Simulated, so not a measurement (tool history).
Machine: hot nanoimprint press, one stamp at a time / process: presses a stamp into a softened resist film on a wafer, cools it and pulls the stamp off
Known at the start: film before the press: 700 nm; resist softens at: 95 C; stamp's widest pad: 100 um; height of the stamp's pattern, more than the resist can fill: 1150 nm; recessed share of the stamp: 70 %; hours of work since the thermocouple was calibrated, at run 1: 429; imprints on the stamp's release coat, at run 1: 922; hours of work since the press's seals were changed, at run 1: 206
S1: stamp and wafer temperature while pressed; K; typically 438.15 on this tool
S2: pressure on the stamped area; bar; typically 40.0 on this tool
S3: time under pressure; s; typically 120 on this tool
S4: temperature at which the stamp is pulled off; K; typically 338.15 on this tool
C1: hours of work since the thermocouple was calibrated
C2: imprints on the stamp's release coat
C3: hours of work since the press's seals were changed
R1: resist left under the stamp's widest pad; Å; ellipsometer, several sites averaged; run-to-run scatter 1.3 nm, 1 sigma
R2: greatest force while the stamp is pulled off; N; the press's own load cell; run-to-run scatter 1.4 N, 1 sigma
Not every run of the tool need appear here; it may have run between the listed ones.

{"run": 1, "hour": 0.0, "S1": 438.15, "S2": 40.0, "S3": 120, "S4": 338.15, "C1": 429, "C2": 922, "C3": 206, "R1": 2945, "R2": 186}
{"run": 2, "hour": 8.4, "S1": 438.15, "S2": 35.5, "S3": 120, "S4": 338.15, "C1": 435, "C2": 959, "C3": 213, "R1": 3140, "R2": 185}
{"hour": 18.9, "done": "plate thermocouple calibrated"}
{"run": 3, "hour": 20.2, "S1": 438.15, "S2": 35.5, "S3": 120, "S4": 338.15, "C1": 1, "C2": 998, "C3": 220, "R1": 3166, "R2": 186}
{"run": 4, "hour": 27.5, "S1": 438.15, "S2": 40.0, "S3": 80, "S4": 338.15, "C1": 7, "C2": 1030, "C3": 225, "R1": 3378, "R2": 187}
{"run": 5, "hour": 38.9, "S1": 438.15, "S2": 40.0, "S3": 88, "S4": 338.15, "C1": 16, "C2": 1080, "C3": 234, "R1": 3282, "R2": 188}
{"run": 6, "hour": 44.7, "S1": 438.15, "S2": 40.0, "S3": 61, "S4": 338.15, "C1": 20, "C2": 1106, "C3": 239, "R1": 3665, "R2": 187}
{"run": 7, "hour": 52.3, "S1": 438.15, "S2": 40.0, "S3": 61, "S4": 338.15, "C1": 26, "C2": 1140, "C3": 245, "R1": 3677, "R2": 186}
{"run": 8, "hour": 59.8, "S1": 438.15, "S2": 40.0, "S3": 61, "S4": 338.15, "C1": 32, "C2": 1172, "C3": 251, "R1": 3663, "R2": 186}
{"run": 9, "hour": 67.4, "S1": 438.15, "S2": 40.0, "S3": 61, "S4": 338.15, "C1": 38, "C2": 1206, "C3": 257, "R1": 3694, "R2": 185}
{"run": 10, "hour": 73.8, "S1": 427.15, "S2": 40.0, "S3": 120, "S4": 338.15, "C1": 43, "C2": 1234, "C3": 262, "R1": 4766, "R2": 188}
{"hour": 86.9, "done": "stamp cleaned and given a new release coat"}
{"run": 11, "hour": 88.3, "S1": 427.15, "S2": 40.0, "S3": 120, "S4": 338.15, "C1": 50, "C2": 7, "C3": 268, "R1": 4776, "R2": 187}
{"run": 12, "hour": 94.4, "S1": 438.15, "S2": 40.0, "S3": 120, "S4": 338.15, "C1": 55, "C2": 34, "C3": 273, "R1": 2964, "R2": 184}
{"run": 13, "hour": 100.3, "S1": 438.15, "S2": 40.0, "S3": 120, "S4": 338.15, "C1": 59, "C2": 60, "C3": 278, "R1": 2934, "R2": 185}
{"run": 14, "hour": 106.9, "S1": 446.15, "S2": 40.0, "S3": 120, "S4": 338.15, "C1": 65, "C2": 89, "C3": 283, "R1": 2058, "R2": 185}
{"run": 15, "hour": 115.2, "S1": 446.15, "S2": 40.0, "S3": 120, "S4": 338.15, "C1": 71, "C2": 125, "C3": 290, "R1": 2029, "R2": 186}
{"run": 16, "hour": 125.7, "S1": 446.15, "S2": 40.0, "S3": 120, "S4": 338.15, "C1": 79, "C2": 171, "C3": 298, "R1": 2060, "R2": 185}
{"run": 17, "hour": 133.6, "S1": 429.15, "S2": 51.0, "S3": 174, "S4": 336.15, "C1": 86, "C2": 207, "C3": 304, "R1": 3456, "R2": 191}
{"run": 18, "hour": 141.1, "S1": 429.15, "S2": 51.0, "S3": 174, "S4": 336.15, "C1": 92, "C2": 240, "C3": 310, "R1": 3499, "R2": 191}

Run 19 comes next. What will it give?
{"run": 19, "hour": 146.5, "S1": 429.15, "S2": 51.0, "S3": 174, "S4": 336.15, "C1": 96, "C2": 263, "C3": 314, "R1": "?", "R2": "?"}

{"run 19": {"R1": 3511, "R2": 192}}
On a tool with no hidden condition, and with the same random variation, this run would have come out at R1 3512 Å, R2 192 N.
